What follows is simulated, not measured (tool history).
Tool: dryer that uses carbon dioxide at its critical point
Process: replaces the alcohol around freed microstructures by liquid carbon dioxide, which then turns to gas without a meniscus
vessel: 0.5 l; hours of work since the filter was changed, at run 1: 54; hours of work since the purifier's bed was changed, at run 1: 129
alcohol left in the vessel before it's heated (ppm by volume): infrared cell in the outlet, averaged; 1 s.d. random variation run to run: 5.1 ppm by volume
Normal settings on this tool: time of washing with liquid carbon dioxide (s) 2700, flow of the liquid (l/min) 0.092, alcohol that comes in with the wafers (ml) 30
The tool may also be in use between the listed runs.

run,day,time of washing with liquid carbon dioxide (s),flow of the liquid (l/min),alcohol that comes in with the wafers (ml),hours of work since the filter was changed,hours of work since the purifier's bed was changed,alcohol left in the vessel before it's heated (ppm by volume)
1,0,2700,0.092,30,54,129,77
2,0.233,2700,0.092,30,58,133,76
3,0.408,2700,0.0726,30,61,136,258
4,0.7,2700,0.0935,30,65,140,75
5,0.879,2700,0.0935,30,68,143,68
6,1.083,2700,0.0935,30,71,146,65
7,1.358,2700,0.0935,30,76,151,68
8,1.592,2520,0.092,30,79,154,110
9,2.008,2520,0.0734,30,86,161,342
10,2.283,2700,0.092,30,90,165,84
11,2.679,2700,0.072,30,97,171,275
12,2.933,2700,0.092,66,100,175,151
13,3.308,2700,0.092,66,106,181,152
14,3.517,2700,0.092,66,110,184,150
15,3.779,2700,0.092,66,114,189,156
16,4.188,2700,0.092,30,120,195,82
17,4.454,2700,0.092,30,124,199,90
18,4.788,2700,0.092,30,130,204,89
19,5.062,2700,0.092,30,134,209,75
20,5.433,2700,0.092,30,140,214,88
21,5.804,2700,0.092,30,146,220,83
22,6.038,2700,0.092,30,149,224,73
23,6.396,2700,0.092,30,155,230,93
24,6.592,2280,0.092,30,158,233,204
25,6.946,2700,0.0781,92,163,238,550
26,7.321,2100,0.1044,32,169,244,176
27,7.642,2400,0.0719,34,174,249,587
28,7.971,2580,0.1093,107,180,254,115
29,8.392,3540,0.0845,107,186,261,92
30,8.642,2820,0.092,30,190,265,86
31,9.042,2820,0.092,30,196,271,73
32,9.442,2820,0.092,30,203,277,76
33,9.612,2820,0.092,30,205,280,84
34,10.021,2880,0.0985,27,212,287,60
35,10.246,2760,0.095,45,215,290,97
36,10.55,2700,0.1097,49,220,295,64
37,10.888,2160,0.1404,25,225,300,61
38,11.075,1980,0.092,30,228,303,427
39,11.442,2040,0.092,38,234,309,458
40,11.662,2040,0.092,38,238,312,472
41,11.938,2040,0.092,38,242,317,474
42,12.146,3780,0.092,81,245,320,49
43,12.533,3180,0.0738,34,251,326,147
44,12.788,3180,0.0738,22,255,330,109
45,13.038,2580,0.092,30,259,334,125
46,13.442,3240,0.092,23,265,340,56
47,13.85,3240,0.0629,23,272,347,222

Results per run with the tool's hidden condition removed, run-to-run variation unchanged:
The hidden state here: flow that reaches the vessel past the clogged filter, %; alcohol in the recycled carbon dioxide, ppm; drift of the gauge itself on alcohol_ppm, %.
run,alcohol left in the vessel before it's heated (ppm by volume)
1,57
2,55
3,222
4,54
5,45
6,43
7,44
8,82
9,293
10,58
11,227
12,113
13,113
14,110
15,114
16,51
17,58
18,55
19,41
20,52
21,48
22,35
23,56
24,147
25,432
26,121
27,475
28,65
29,48
30,45
31,32
32,34
33,41
34,22
35,47
36,22
37,23
38,315
39,334
40,347
41,346
42,7
43,81
44,51
45,64
46,12
47,136
